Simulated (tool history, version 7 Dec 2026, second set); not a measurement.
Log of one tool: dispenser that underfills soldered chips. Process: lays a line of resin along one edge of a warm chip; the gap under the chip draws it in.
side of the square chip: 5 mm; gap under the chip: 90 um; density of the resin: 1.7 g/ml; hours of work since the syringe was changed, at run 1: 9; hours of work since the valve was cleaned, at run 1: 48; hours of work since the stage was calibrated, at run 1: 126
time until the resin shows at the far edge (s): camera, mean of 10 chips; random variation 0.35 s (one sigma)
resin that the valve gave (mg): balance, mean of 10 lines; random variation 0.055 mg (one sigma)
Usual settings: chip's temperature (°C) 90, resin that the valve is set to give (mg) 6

| run | day | chip's temperature (°C) | resin that the valve is set to give (mg) | hours of work since the syringe was changed | hours of work since the valve was cleaned | hours of work since the stage was calibrated | time until the resin shows at the far edge (s) | resin that the valve gave (mg) |
|---|---|---|---|---|---|---|---|---|
| 1 | 0 | 90 | 6 | 9 | 48 | 126 | 29 | 5.76 |
|  | 0.112 | new syringe of resin |
| 2 | 0.258 | 90 | 6 | 2 | 52 | 130 | 19.8 | 5.76 |
| 3 | 0.525 | 90 | 6 | 6 | 56 | 134 | 25 | 5.74 |
| 4 | 0.733 | 90 | 5.98 | 10 | 59 | 138 | 30.2 | 5.78 |
|  | 0.771 | new syringe of resin |
| 5 | 0.875 | 79 | 6 | 2 | 61 | 140 | 30.8 | 5.7 |
| 6 | 1.1 | 85 | 6 | 5 | 65 | 143 | 29.3 | 5.67 |
| 7 | 1.238 | 90 | 7.03 | 7 | 67 | 145 | 26.3 | 6.71 |
|  | 1.433 | new syringe of resin |
| 8 | 1.546 | 90 | 7.03 | 2 | 71 | 150 | 18.9 | 6.61 |
| 9 | 1.775 | 90 | 7.03 | 5 | 75 | 153 | 23.6 | 6.52 |
| 10 | 1.912 | 90 | 7.03 | 7 | 77 | 155 | 27.8 | 6.59 |
|  | 2.092 | new syringe of resin |
| 11 | 2.1 | 100 | 7.03 | 0 | 80 | 158 | 11.6 | 6.67 |
| 12 | 2.329 | 100 | 7.03 | 4 | 83 | 162 | 15.3 | 6.56 |
|  | 2.533 | dispensing valve cleaned and set on the balance |
| 13 | 2.542 | 100 | 7.03 | 6 | 0 | 164 | 16.7 | 7.18 |
| 14 | 2.712 | 90 | 6 | 9 | 3 | 167 | 30.1 | 6.03 |
|  | 2.804 | new syringe of resin |
| 15 | 2.921 | 90 | 6 | 2 | 6 | 170 | 19.4 | 6.06 |
| 16 | 3.079 | 90 | 6 | 4 | 8 | 172 | 22.9 | 5.95 |
| 17 | 3.396 | 90 | 6 | 9 | 13 | 177 | 29.7 | 5.93 |
|  | 3.454 | new syringe of resin |
| 18 | 3.712 | 90 | 6 | 4 | 18 | 182 | 21.9 | 5.96 |
| 19 | 3.975 | 90 | 6 | 8 | 22 | 186 | 28.5 | 5.79 |
|  | 4.108 | new syringe of resin |
| 20 | 4.158 | 90 | 6 | 1 | 24 | 189 | 18.5 | 5.89 |

The next listed run, before its measurement:
| 21 | 4.358 | 75 | 5.69 | 4 | 28 | 192 | ? | ? |

Run 21 gave time until the resin shows at the far edge (s) 40.9, resin that the valve gave (mg) 5.56.
Without the tool's hidden state the same run would have given time until the resin shows at the far edge (s) 33.2, resin that the valve gave (mg) 5.69.

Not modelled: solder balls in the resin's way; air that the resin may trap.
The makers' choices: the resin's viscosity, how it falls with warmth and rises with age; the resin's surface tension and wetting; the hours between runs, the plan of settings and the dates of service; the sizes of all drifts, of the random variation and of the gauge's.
